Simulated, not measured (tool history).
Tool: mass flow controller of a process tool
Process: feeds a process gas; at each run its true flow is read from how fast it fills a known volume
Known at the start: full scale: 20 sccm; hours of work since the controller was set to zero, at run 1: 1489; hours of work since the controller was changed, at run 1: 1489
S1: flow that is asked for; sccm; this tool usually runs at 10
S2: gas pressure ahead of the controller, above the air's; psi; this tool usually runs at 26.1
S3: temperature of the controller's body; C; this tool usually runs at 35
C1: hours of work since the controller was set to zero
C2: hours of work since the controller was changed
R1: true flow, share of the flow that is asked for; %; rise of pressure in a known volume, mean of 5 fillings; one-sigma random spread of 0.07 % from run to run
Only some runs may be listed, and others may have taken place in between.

run     day  S1    S2  S3    C1    C2      R1
  1   0.000  10  26.1  35  1489  1489   98.97
  2   2.900   3  26.1  35  1523  1523   99.86
  3   5.504  10  26.1  35  1553  1553   98.89
  4   9.100   3  26.1  35  1594  1594   99.92
  5  12.508   3  26.1  35  1634  1634   99.92
  6  15.408  10  26.1  35  1667  1667   98.98
  7  18.046  10  26.1  35  1698  1698   99.15
  8  19.612  10  26.1  33  1716  1716   99.29
  9  23.200  10  26.1  33  1758  1758   99.10
 10  25.946   2  26.5  28  1789  1789  101.40
 11  28.408   2  26.5  28  1818  1818  101.43
 12  30.567   2  26.5  28  1843  1843  101.61
 13  34.317   3  26.5  32  1886  1886  100.27
 14  37.996   2  25.8  32  1929  1929  101.40
 15  40.383   7  26.1  35  1957  1957   99.21

Consider 5 possible next runs. They are alternatives, not a sequence: every one starts from the tool as it was left by run 15. What does each give?
  A  42.596   7  26.1  23  1982  1982   ?
  B  42.596   9  29.9  35  1982  1982   ?
  C  42.596  10  26.1  35  1982  1982   ?
  D  42.596   2  24.9  30  1982  1982   ?
  E  42.596   3  30.6  25  1982  1982   ?

run      R1
  A   99.89
  B   99.29
  C   99.10
  D  101.62
  E  101.12
With no hidden state in the tool, these same runs would have given:
run     R1
  A  99.19
  B  98.81
  C  98.69
  D  98.53
  E  99.15
